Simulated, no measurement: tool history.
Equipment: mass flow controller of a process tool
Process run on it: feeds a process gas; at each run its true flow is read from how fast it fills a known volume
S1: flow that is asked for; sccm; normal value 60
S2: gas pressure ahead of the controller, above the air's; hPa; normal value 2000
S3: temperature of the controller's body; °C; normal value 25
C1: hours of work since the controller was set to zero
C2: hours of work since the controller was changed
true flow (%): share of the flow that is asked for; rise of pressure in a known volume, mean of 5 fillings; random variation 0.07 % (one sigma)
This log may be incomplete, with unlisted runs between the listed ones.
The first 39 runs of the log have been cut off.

{"run": 40, "hour": 6912.4, "S1": 60, "S2": 1550, "S3": 20, "C1": 6010, "C2": 6010, "true flow (%)": 96.73}
{"run": 41, "hour": 7109.3, "S1": 128, "S2": 1610, "S3": 30, "C1": 6089, "C2": 6089, "true flow (%)": 98.46}
{"run": 42, "hour": 7242.8, "S1": 58, "S2": 2770, "S3": 31, "C1": 6143, "C2": 6143, "true flow (%)": 98.27}
{"run": 43, "hour": 7481.5, "S1": 58, "S2": 2770, "S3": 31, "C1": 6239, "C2": 6239, "true flow (%)": 98.14}
{"run": 44, "hour": 7649.9, "S1": 58, "S2": 2770, "S3": 31, "C1": 6306, "C2": 6306, "true flow (%)": 98.24}
{"run": 45, "hour": 7767.7, "S1": 127, "S2": 1610, "S3": 21, "C1": 6354, "C2": 6354, "true flow (%)": 97.31}
{"run": 46, "hour": 7892.4, "S1": 60, "S2": 2000, "S3": 28, "C1": 6404, "C2": 6404, "true flow (%)": 97.75}
{"run": 47, "hour": 8036.4, "S1": 28, "S2": 1520, "S3": 21, "C1": 6462, "C2": 6462, "true flow (%)": 97.34}
{"run": 48, "hour": 8270.7, "S1": 28, "S2": 2120, "S3": 21, "C1": 6556, "C2": 6556, "true flow (%)": 97.44}

Alternative continuations, all from the tool just after run 48; predict every row:
{"run": "A", "hour": 8472.8, "S1": 28, "S2": 2400, "S3": 32, "C1": 6637, "C2": 6637, "true flow (%)": "?"}
{"run": "B", "hour": 8472.8, "S1": 60, "S2": 2000, "S3": 22, "C1": 6637, "C2": 6637, "true flow (%)": "?"}
{"run": "C", "hour": 8472.8, "S1": 28, "S2": 2400, "S3": 21, "C1": 6637, "C2": 6637, "true flow (%)": "?"}
{"run": "D", "hour": 8472.8, "S1": 62, "S2": 2020, "S3": 21, "C1": 6637, "C2": 6637, "true flow (%)": "?"}

run=A true_flow_(%)=98.52
run=B true_flow_(%)=97.07
run=C true_flow_(%)=97.55
run=D true_flow_(%)=96.97
Take away the tool's hidden state, keep each run's random variation, and the runs would have read:
run=A true_flow_(%)=98.12
run=B true_flow_(%)=97.65
run=C true_flow_(%)=97.14
run=D true_flow_(%)=97.57
